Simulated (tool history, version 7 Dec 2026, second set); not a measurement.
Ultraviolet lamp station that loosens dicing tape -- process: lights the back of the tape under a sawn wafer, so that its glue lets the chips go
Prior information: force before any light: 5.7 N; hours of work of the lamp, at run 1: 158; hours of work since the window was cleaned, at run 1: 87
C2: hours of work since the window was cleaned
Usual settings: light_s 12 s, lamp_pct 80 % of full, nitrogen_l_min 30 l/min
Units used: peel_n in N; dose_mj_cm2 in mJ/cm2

run 1 day=0 | light_s=12 lamp_pct=80 nitrogen_l_min=30 | hours_of_work_of_the_lamp=158 C2=87 | peel_n=0.517 dose_mj_cm2=507
run 2 day=0.358 | light_s=12 lamp_pct=80 nitrogen_l_min=30 | hours_of_work_of_the_lamp=163 C2=91 | peel_n=0.528 dose_mj_cm2=500
run 3 day=0.617 | light_s=12 lamp_pct=80 nitrogen_l_min=30 | hours_of_work_of_the_lamp=166 C2=94 | peel_n=0.515 dose_mj_cm2=503
run 4 day=0.938 | light_s=12 lamp_pct=80 nitrogen_l_min=30 | hours_of_work_of_the_lamp=170 C2=98 | peel_n=0.519 dose_mj_cm2=498
run 5 day=1.308 | light_s=8 lamp_pct=80 nitrogen_l_min=30 | hours_of_work_of_the_lamp=174 C2=103 | peel_n=1.085 dose_mj_cm2=329
run 6 day=1.604 | light_s=12 lamp_pct=80 nitrogen_l_min=30 | hours_of_work_of_the_lamp=178 C2=106 | peel_n=0.515 dose_mj_cm2=497
run 7 day=1.879 | light_s=12 lamp_pct=80 nitrogen_l_min=30 | hours_of_work_of_the_lamp=181 C2=109 | peel_n=0.515 dose_mj_cm2=494
run 8 day=2.2 | light_s=23 lamp_pct=80 nitrogen_l_min=30 | hours_of_work_of_the_lamp=185 C2=113 | peel_n=0.167 dose_mj_cm2=949
run 9 day=2.362 | light_s=23 lamp_pct=80 nitrogen_l_min=30 | hours_of_work_of_the_lamp=187 C2=115 | peel_n=0.172 dose_mj_cm2=961
run 10 day=2.692 | light_s=12 lamp_pct=80 nitrogen_l_min=30 | hours_of_work_of_the_lamp=191 C2=119 | peel_n=0.535 dose_mj_cm2=492
run 11 day=3.058 | light_s=12 lamp_pct=80 nitrogen_l_min=30 | hours_of_work_of_the_lamp=195 C2=124 | peel_n=0.504 dose_mj_cm2=499
run 12 day=3.254 | light_s=10 lamp_pct=70 nitrogen_l_min=11 | hours_of_work_of_the_lamp=197 C2=126 | peel_n=1.718 dose_mj_cm2=363
run 13 day=3.425 | light_s=10 lamp_pct=70 nitrogen_l_min=11 | hours_of_work_of_the_lamp=199 C2=128 | peel_n=1.735 dose_mj_cm2=356
run 14 day=3.629 | light_s=16 lamp_pct=92 nitrogen_l_min=54 | hours_of_work_of_the_lamp=202 C2=130 | peel_n=0.169 dose_mj_cm2=754
run 15 day=3.9 | light_s=16 lamp_pct=92 nitrogen_l_min=54 | hours_of_work_of_the_lamp=205 C2=134 | peel_n=0.183 dose_mj_cm2=746
run 16 day=4.117 | light_s=16 lamp_pct=92 nitrogen_l_min=54 | hours_of_work_of_the_lamp=208 C2=136 | peel_n=0.174 dose_mj_cm2=760

Predict the results of run 17:
run 17 day=4.35 | light_s=12 lamp_pct=74 nitrogen_l_min=30 | hours_of_work_of_the_lamp=210 C2=139 | peel_n=? dose_mj_cm2=?

{"run 17": {"peel_n": 0.625, "dose_mj_cm2": 456}}
Were there no unlogged condition in the tool, this run, its random variation unchanged, would have produced peel_n 0.554 N, dose_mj_cm2 486 mJ/cm2.
